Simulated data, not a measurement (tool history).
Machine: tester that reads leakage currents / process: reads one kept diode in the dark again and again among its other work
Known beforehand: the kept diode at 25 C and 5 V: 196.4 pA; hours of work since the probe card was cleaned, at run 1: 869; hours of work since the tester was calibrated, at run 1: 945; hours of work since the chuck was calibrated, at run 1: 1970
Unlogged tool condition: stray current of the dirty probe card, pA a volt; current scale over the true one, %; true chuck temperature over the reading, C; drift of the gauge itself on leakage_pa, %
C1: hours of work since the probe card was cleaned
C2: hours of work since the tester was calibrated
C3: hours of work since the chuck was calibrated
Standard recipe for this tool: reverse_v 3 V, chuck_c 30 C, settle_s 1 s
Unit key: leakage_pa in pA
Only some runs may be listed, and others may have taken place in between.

{"run": 1, "hour": 0.0, "reverse_v": 3, "chuck_c": 30, "settle_s": 1, "C1": 869, "C2": 945, "C3": 1970, "leakage_pa": 265.83}
{"run": 2, "hour": 38.2, "reverse_v": 3, "chuck_c": 30, "settle_s": 1, "C1": 887, "C2": 963, "C3": 1988, "leakage_pa": 265.38}
{"run": 3, "hour": 80.4, "reverse_v": 13.15, "chuck_c": 30, "settle_s": 1, "C1": 907, "C2": 983, "C3": 2008, "leakage_pa": 509.85}
{"run": 4, "hour": 130.4, "reverse_v": 3, "chuck_c": 28, "settle_s": 1, "C1": 930, "C2": 1007, "C3": 2031, "leakage_pa": 229.56}
{"run": 5, "hour": 157.9, "reverse_v": 3, "chuck_c": 30, "settle_s": 1, "C1": 943, "C2": 1019, "C3": 2044, "leakage_pa": 267.69}
{"hour": 170.9, "done": "chuck's temperature calibrated"}
{"run": 6, "hour": 209.8, "reverse_v": 4.87, "chuck_c": 30, "settle_s": 1, "C1": 967, "C2": 1043, "C3": 18, "leakage_pa": 288.18}
{"run": 7, "hour": 264.1, "reverse_v": 14.41, "chuck_c": 30, "settle_s": 1, "C1": 992, "C2": 1068, "C3": 44, "leakage_pa": 463.79}
{"run": 8, "hour": 295.5, "reverse_v": 14.41, "chuck_c": 47, "settle_s": 1, "C1": 1007, "C2": 1083, "C3": 59, "leakage_pa": 1568.83}
{"run": 9, "hour": 338.0, "reverse_v": 14.41, "chuck_c": 47, "settle_s": 1, "C1": 1027, "C2": 1103, "C3": 79, "leakage_pa": 1564.91}
{"run": 10, "hour": 394.4, "reverse_v": 3, "chuck_c": 30, "settle_s": 5.93, "C1": 1054, "C2": 1130, "C3": 105, "leakage_pa": 233.62}
{"run": 11, "hour": 443.8, "reverse_v": 3, "chuck_c": 30, "settle_s": 5.93, "C1": 1077, "C2": 1153, "C3": 128, "leakage_pa": 234}
{"run": 12, "hour": 484.9, "reverse_v": 3, "chuck_c": 30, "settle_s": 1.93, "C1": 1096, "C2": 1172, "C3": 148, "leakage_pa": 233.35}
{"run": 13, "hour": 516.4, "reverse_v": 3, "chuck_c": 30, "settle_s": 1, "C1": 1111, "C2": 1187, "C3": 162, "leakage_pa": 235.23}
{"run": 14, "hour": 549.6, "reverse_v": 3, "chuck_c": 30, "settle_s": 1, "C1": 1126, "C2": 1203, "C3": 178, "leakage_pa": 234.25}
{"run": 15, "hour": 599.8, "reverse_v": 3, "chuck_c": 30, "settle_s": 1, "C1": 1150, "C2": 1226, "C3": 202, "leakage_pa": 234.75}
{"run": 16, "hour": 630.6, "reverse_v": 3, "chuck_c": 30, "settle_s": 1, "C1": 1165, "C2": 1241, "C3": 216, "leakage_pa": 235.48}
{"run": 17, "hour": 684.4, "reverse_v": 3, "chuck_c": 30, "settle_s": 1, "C1": 1190, "C2": 1266, "C3": 242, "leakage_pa": 235.62}
{"run": 18, "hour": 708.8, "reverse_v": 3, "chuck_c": 30, "settle_s": 1, "C1": 1201, "C2": 1278, "C3": 253, "leakage_pa": 235.63}
{"run": 19, "hour": 759.1, "reverse_v": 3, "chuck_c": 30, "settle_s": 1, "C1": 1225, "C2": 1301, "C3": 277, "leakage_pa": 237.04}
{"run": 20, "hour": 795.8, "reverse_v": 3, "chuck_c": 30, "settle_s": 1, "C1": 1242, "C2": 1319, "C3": 294, "leakage_pa": 235.53}
{"run": 21, "hour": 846.6, "reverse_v": 3, "chuck_c": 27, "settle_s": 0.73, "C1": 1266, "C2": 1342, "C3": 318, "leakage_pa": 188.77}
{"run": 22, "hour": 870.8, "reverse_v": 3, "chuck_c": 27, "settle_s": 0.73, "C1": 1278, "C2": 1354, "C3": 329, "leakage_pa": 188.9}

Run 23 has not been measured yet. What should we expect?
{"run": 23, "hour": 907.0, "reverse_v": 8.07, "chuck_c": 35, "settle_s": 2.65, "C1": 1295, "C2": 1371, "C3": 346, "leakage_pa": "?"}

Run 23 came out at leakage_pa 528.3 pA.
With no hidden state in the tool, this same run would have given leakage_pa 518.12 pA.
